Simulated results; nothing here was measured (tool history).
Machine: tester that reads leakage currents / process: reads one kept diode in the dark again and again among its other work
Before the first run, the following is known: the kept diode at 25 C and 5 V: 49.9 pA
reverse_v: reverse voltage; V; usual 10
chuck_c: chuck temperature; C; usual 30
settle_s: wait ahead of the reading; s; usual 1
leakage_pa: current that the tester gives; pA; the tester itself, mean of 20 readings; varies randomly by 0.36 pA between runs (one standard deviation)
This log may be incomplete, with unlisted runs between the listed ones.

Run 1, hour 0: usual settings. Result: leakage_pa 126.57 pA.
Run 2, hour 20.3: usual settings. Result: leakage_pa 126.36 pA.
Run 3, hour 37.5: usual settings but reverse_v 8.3 V. Result: leakage_pa 112.32 pA.
Run 4, hour 74.1: usual settings but reverse_v 8.3 V. Result: leakage_pa 113.05 pA.
Run 5, hour 103.1: usual settings but reverse_v 8.3 V. Result: leakage_pa 112.59 pA.
Run 6, hour 130.6: usual settings. Result: leakage_pa 126.4 pA.
Run 7, hour 148.1: usual settings but settle_s 0.96 s. Result: leakage_pa 127.11 pA.
Run 8, hour 172.8: usual settings but settle_s 0.96 s. Result: leakage_pa 126.98 pA.
Run 9, hour 210: usual settings but reverse_v 5.9 V, settle_s 3.15 s. Result: leakage_pa 89.61 pA.
Run 10, hour 244: usual settings but reverse_v 5.9 V, settle_s 9.54 s. Result: leakage_pa 89.47 pA.
Run 11, hour 276.2: usual settings but settle_s 1.01 s. Result: leakage_pa 125.66 pA.
Run 12, hour 305: usual settings but settle_s 1.01 s. Result: leakage_pa 127.14 pA.
Run 13, hour 337.3: usual settings but settle_s 1.01 s. Result: leakage_pa 127.31 pA.
Run 14, hour 364.2: usual settings but reverse_v 3.6 V, chuck_c 37 C, settle_s 0.56 s. Result: leakage_pa 113.98 pA.
Run 15, hour 385.4: usual settings but reverse_v 16.1 V, chuck_c 56 C, settle_s 1.63 s. Result: leakage_pa 1146.21 pA.
Run 16, hour 412.4: usual settings but reverse_v 2.7 V, chuck_c 36 C, settle_s 0.32 s. Result: leakage_pa 88.98 pA.

Difference, measured minus no-hidden-state, one row per run. Run-to-run variation is common to both terms; the gauge's own scatter need not be:
Hidden state at play: stray current of the dirty probe card, pA a volt; current scale over the true one, %; true chuck temperature over the reading, C; drift of the gauge itself on leakage_pa, %.
run  leakage_pa
  1       +8.53
  2       +8.52
  3       +6.78
  4        +6.8
  5       +6.78
  6       +8.55
  7       +8.61
  8        +8.6
  9        +4.3
 10       +4.29
 11       +8.53
 12       +8.63
 13       +8.66
 14       -0.34
 15      -28.57
 16        -0.5
